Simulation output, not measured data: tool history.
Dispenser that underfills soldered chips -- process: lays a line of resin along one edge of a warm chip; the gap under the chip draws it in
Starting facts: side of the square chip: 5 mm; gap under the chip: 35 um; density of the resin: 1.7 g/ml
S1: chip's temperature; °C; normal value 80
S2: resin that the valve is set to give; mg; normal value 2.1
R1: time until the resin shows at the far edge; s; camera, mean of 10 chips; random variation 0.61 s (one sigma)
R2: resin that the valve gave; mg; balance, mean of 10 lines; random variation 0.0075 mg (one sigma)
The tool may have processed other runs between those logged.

| run | hour | S1 | S2 | R1 | R2 |
|---|---|---|---|---|---|
| 1 | 0 | 80 | 2.1 | 53.3 | 2.082 |
| 2 | 7.5 | 80 | 2.1 | 67.6 | 2.08 |
|  | 8.6 | new syringe of resin |
| 3 | 12.1 | 80 | 2.1 | 58.1 | 2.078 |
| 4 | 16.4 | 80 | 2.1 | 66.5 | 2.069 |
|  | 19.4 | new syringe of resin |
| 5 | 25.7 | 92 | 2.1 | 35.4 | 2.075 |
|  | 29.8 | new syringe of resin |
| 6 | 35 | 92 | 2.1 | 33.1 | 2.064 |
|  | 40.6 | new syringe of resin |
| 7 | 44.8 | 95 | 2.1 | 28.8 | 2.04 |
|  | 51.5 | new syringe of resin |
| 8 | 53.9 | 95 | 2.1 | 27.7 | 2.032 |
|  | 62.2 | new syringe of resin |
| 9 | 62.4 | 73 | 2.17 | 76 | 2.103 |
| 10 | 67.2 | 92 | 2.17 | 33.3 | 2.091 |
|  | 73.2 | new syringe of resin |
| 11 | 76 | 86 | 2.69 | 40.4 | 2.589 |
|  | 84.2 | new syringe of resin |
| 12 | 84.5 | 82 | 2.06 | 47 | 1.97 |
| 13 | 92.5 | 75 | 2.35 | 82.2 | 2.254 |
|  | 94.9 | new syringe of resin |
| 14 | 100.2 | 75 | 2.68 | 75.5 | 2.544 |
|  | 106 | new syringe of resin |
|  | 107 | dispensing valve cleaned and set on the balance |
| 15 | 109.3 | 84 | 2.38 | 45 | 2.373 |

Each run again, without the hidden state but with its own random variation kept:
What the log doesn't record here: resin's viscosity, % of fresh resin's; dose that the valve gives, % of what is set; true chip temperature over the reading, C; drift of the gauge itself on fill_s, %; drift of the gauge itself on given_mg, %.
| run | R1 | R2 |
|---|---|---|
| 1 | 51.4 | 2.098 |
| 2 | 52.8 | 2.102 |
| 3 | 53.2 | 2.104 |
| 4 | 54.1 | 2.098 |
| 5 | 30.2 | 2.113 |
| 6 | 28.9 | 2.11 |
| 7 | 25.9 | 2.094 |
| 8 | 26.3 | 2.093 |
| 9 | 76.1 | 2.174 |
| 10 | 29.1 | 2.167 |
| 11 | 38 | 2.694 |
| 12 | 47.6 | 2.058 |
| 13 | 67 | 2.361 |
| 14 | 65.6 | 2.674 |
| 15 | 42.6 | 2.377 |
